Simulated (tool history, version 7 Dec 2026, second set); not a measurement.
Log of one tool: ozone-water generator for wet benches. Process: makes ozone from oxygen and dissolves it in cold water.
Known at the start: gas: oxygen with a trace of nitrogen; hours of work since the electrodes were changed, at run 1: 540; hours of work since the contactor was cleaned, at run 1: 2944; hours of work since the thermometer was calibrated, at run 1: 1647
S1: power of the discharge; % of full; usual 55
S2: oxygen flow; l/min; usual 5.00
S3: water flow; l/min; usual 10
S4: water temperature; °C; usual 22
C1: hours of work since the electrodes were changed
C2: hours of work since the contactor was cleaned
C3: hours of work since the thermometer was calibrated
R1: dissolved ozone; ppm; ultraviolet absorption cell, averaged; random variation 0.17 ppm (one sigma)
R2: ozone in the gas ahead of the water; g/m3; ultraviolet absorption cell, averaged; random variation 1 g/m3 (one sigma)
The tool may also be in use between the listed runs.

| run | hour | S1 | S2 | S3 | S4 | C1 | C2 | C3 | R1 | R2 |
|---|---|---|---|---|---|---|---|---|---|---|
| 1 | 0.0 | 55 | 5.00 | 10 | 22 | 540 | 2944 | 1647 | 21.8 | 175.2 |
| 2 | 21.1 | 55 | 5.00 | 12 | 22 | 556 | 2959 | 1663 | 19.5 | 174.7 |
| 3 | 40.5 | 55 | 5.00 | 10 | 22 | 570 | 2973 | 1677 | 21.7 | 176.2 |
| 4 | 69.0 | 55 | 5.00 | 10 | 22 | 590 | 2994 | 1697 | 21.7 | 174.7 |
| 5 | 84.8 | 55 | 5.00 | 10 | 22 | 602 | 3005 | 1709 | 21.3 | 174.1 |
| 6 | 111.8 | 43 | 5.00 | 10 | 22 | 621 | 3025 | 1728 | 18.6 | 149.8 |
| 7 | 135.4 | 55 | 5.00 | 12 | 22 | 638 | 3042 | 1745 | 19.5 | 175.9 |
| 8 | 150.2 | 55 | 5.00 | 12 | 22 | 649 | 3053 | 1756 | 19.3 | 172.7 |
| 9 | 174.9 | 55 | 5.00 | 12 | 22 | 667 | 3071 | 1774 | 19.2 | 175.0 |
| 10 | 194.7 | 55 | 5.00 | 12 | 22 | 681 | 3085 | 1788 | 19.5 | 173.5 |
| 11 | 221.7 | 55 | 5.00 | 12 | 22 | 701 | 3104 | 1808 | 19.7 | 174.4 |
| 12 | 254.5 | 55 | 5.00 | 12 | 22 | 724 | 3128 | 1831 | 19.1 | 174.5 |
| 13 | 286.2 | 55 | 5.00 | 12 | 22 | 747 | 3151 | 1854 | 19.1 | 173.1 |
| 14 | 312.5 | 55 | 5.00 | 12 | 22 | 766 | 3170 | 1873 | 19.0 | 172.8 |
| 15 | 341.1 | 55 | 5.00 | 12 | 22 | 787 | 3191 | 1894 | 19.5 | 172.9 |
| 16 | 365.3 | 55 | 5.00 | 10 | 22 | 805 | 3208 | 1912 | 21.5 | 173.2 |
| 17 | 390.2 | 55 | 5.00 | 10 | 22 | 823 | 3226 | 1930 | 21.6 | 173.3 |
| 18 | 404.5 | 59 | 5.00 | 7 | 21 | 833 | 3237 | 1940 | 27.6 | 181.3 |
| 19 | 430.1 | 55 | 5.00 | 11 | 20 | 852 | 3255 | 1958 | 20.7 | 173.0 |
| 20 | 446.4 | 50 | 5.00 | 8 | 18 | 863 | 3267 | 1970 | 24.7 | 161.9 |
| 21 | 462.4 | 55 | 2.93 | 9 | 18 | 875 | 3279 | 1982 | 24.1 | 212.8 |
| 22 | 483.8 | 56 | 7.60 | 10 | 15 | 890 | 3294 | 1997 | 24.5 | 148.7 |
| 23 | 506.3 | 55 | 5.10 | 10 | 28 | 907 | 3310 | 2014 | 18.6 | 171.8 |
| 24 | 526.2 | 55 | 5.10 | 10 | 28 | 921 | 3325 | 2028 | 18.5 | 171.8 |
| 25 | 549.3 | 85 | 5.45 | 16 | 24 | 938 | 3341 | 2045 | 20.5 | 222.6 |
| 26 | 566.3 | 55 | 5.00 | 10 | 16 | 950 | 3354 | 2057 | 23.7 | 171.9 |
| 27 | 589.8 | 55 | 5.00 | 10 | 16 | 967 | 3371 | 2074 | 23.9 | 173.6 |
| 28 | 607.3 | 65 | 6.65 | 8 | 16 | 980 | 3383 | 2087 | 30.2 | 172.8 |
| 29 | 624.1 | 65 | 3.04 | 8 | 16 | 992 | 3396 | 2099 | 30.0 | 230.2 |
| 30 | 655.6 | 41 | 3.72 | 9 | 19 | 1015 | 3418 | 2122 | 19.3 | 158.8 |
| 31 | 673.3 | 41 | 3.72 | 9 | 19 | 1028 | 3431 | 2134 | 19.3 | 158.9 |
| 32 | 690.6 | 100 | 5.00 | 10 | 26 | 1040 | 3444 | 2147 | 28.6 | 251.2 |
| 33 | 708.8 | 59 | 8.68 | 10 | 18 | 1053 | 3457 | 2160 | 23.2 | 147.1 |

Forecast each of these 3 alternatives for the next run:
| A | 740.3 | 55 | 5.00 | 16 | 25 | 1076 | 3480 | 2183 | ? | ? |
| B | 740.3 | 86 | 5.00 | 7 | 22 | 1076 | 3480 | 2183 | ? | ? |
| C | 740.3 | 91 | 8.68 | 10 | 18 | 1076 | 3480 | 2183 | ? | ? |

| run | R1 | R2 |
|---|---|---|
| A | 14.7 | 171.9 |
| B | 34.0 | 229.9 |
| C | 30.7 | 194.5 |
Without the tool's hidden state the same runs would have given:
| run | R1 | R2 |
|---|---|---|
| A | 16.7 | 179.7 |
| B | 38.7 | 244.2 |
| C | 35.3 | 207.0 |
